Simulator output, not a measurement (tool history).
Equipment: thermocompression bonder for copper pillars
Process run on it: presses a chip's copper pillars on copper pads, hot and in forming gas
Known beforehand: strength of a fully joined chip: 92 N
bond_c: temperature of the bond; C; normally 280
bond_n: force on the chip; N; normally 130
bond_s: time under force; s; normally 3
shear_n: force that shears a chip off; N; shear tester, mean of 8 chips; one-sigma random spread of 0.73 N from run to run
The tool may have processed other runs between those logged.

run,hour,bond_c,bond_n,bond_s,shear_n
1,0,280,130,3,54.2
2,4.5,280,90,3,42.1
3,11.5,280,130,2,47.6
4,20.1,280,130,3,52.1
5,28.4,280,130,5,62.9
6,33.8,293,130,5,68.7
7,41,293,130,5,69.5
8,50,257,92,3,30.9
9,55.6,257,92,3,30.2
10,63.1,251,105,3,29.1
11,68.1,251,105,3,29.7
12,74.2,268,99,3,37.4
13,78.8,270,89,7,49.1
14,84.9,270,89,7,49.3

Each row is a separate what-if for the run after 14, all from the same tool condition, not one after another. Results?
A,92.2,289,86,2,?
B,92.2,273,130,3,?
C,92.2,270,84,7,?
D,92.2,270,165,5,?
E,92.2,270,117,3,?

run,shear_n
A,40
B,48.9
C,47.1
D,64.5
E,43.5
Without the tool's hidden state the same runs would have given:
run,shear_n
A,39.9
B,48.8
C,47
D,64.4
E,43.3
